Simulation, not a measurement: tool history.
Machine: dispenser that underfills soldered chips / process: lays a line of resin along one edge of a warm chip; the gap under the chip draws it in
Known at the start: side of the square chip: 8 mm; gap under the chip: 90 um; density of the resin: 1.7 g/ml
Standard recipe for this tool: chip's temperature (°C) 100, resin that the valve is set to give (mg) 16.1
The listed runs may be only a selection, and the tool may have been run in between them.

run,hour,chip's temperature (°C),resin that the valve is set to give (mg),time until the resin shows at the far edge (s),resin that the valve gave (mg)
1,0,100,16.1,38.3,15.95
2,3.9,100,14.7,43.5,14.73
3,6.8,100,14.7,49.2,14.44
4,10,100,14.7,54.8,14.59
5,13.6,100,14.7,63.5,14.46
6,15.8,100,14.7,68,14.47
# hour 17: new syringe of resin
7,18.2,100,14.7,41.3,14.52
8,22.3,94,16.1,55.8,15.92
9,26.9,93,16.1,70,15.85
10,29.2,93,16.1,75.6,15.85
11,33.3,100,20.5,67.3,20.19
# hour 34: new syringe of resin
12,37.8,100,20.5,43.3,20.2
13,42.3,100,20.5,50.3,19.97
14,46.8,100,20.5,59.9,20.09
15,50.1,100,20.5,67.3,20.03
# hour 51.2: new syringe of resin
16,52.3,91,16.1,55.2,15.68
17,55.6,88,14.2,70.7,13.82
18,59.7,113,16.4,34.4,15.79
19,62.7,90,17.6,81.7,17.02
20,65.2,98,14,70.2,13.66
# hour 68.2: new syringe of resin
21,69.8,98,14,43.7,13.43
# hour 74.4: dispensing valve cleaned and set on the balance
22,74.8,92,16.5,60.3,16.55
23,78.8,92,16.5,69.8,16.3

Difference, measured minus no-hidden-state, one row per run. Run-to-run variation is common to both terms; the gauge's own scatter need not be:
The tool's hidden condition here consists of: resin's viscosity, % of fresh resin's; dose that the valve gives, % of what is set; true chip temperature over the reading, C; drift of the gauge itself on fill_s, %; drift of the gauge itself on given_mg, %.
run,time until the resin shows at the far edge (s),resin that the valve gave (mg)
1,+0.2,-0.07
2,+5.9,-0.09
3,+10.6,-0.1
4,+16.6,-0.13
5,+24.2,-0.14
6,+29.4,-0.16
7,+2.5,-0.16
8,+10.4,-0.21
9,+21.7,-0.24
10,+27.6,-0.25
11,+30.5,-0.37
12,+5.7,-0.4
13,+13.1,-0.44
14,+22,-0.48
15,+29.4,-0.51
16,+3.6,-0.41
17,+12.1,-0.37
18,+9.6,-0.46
19,+28.8,-0.52
20,+28.7,-0.43
21,+3,-0.45
22,+11.3,-0.03
23,+20.2,-0.05

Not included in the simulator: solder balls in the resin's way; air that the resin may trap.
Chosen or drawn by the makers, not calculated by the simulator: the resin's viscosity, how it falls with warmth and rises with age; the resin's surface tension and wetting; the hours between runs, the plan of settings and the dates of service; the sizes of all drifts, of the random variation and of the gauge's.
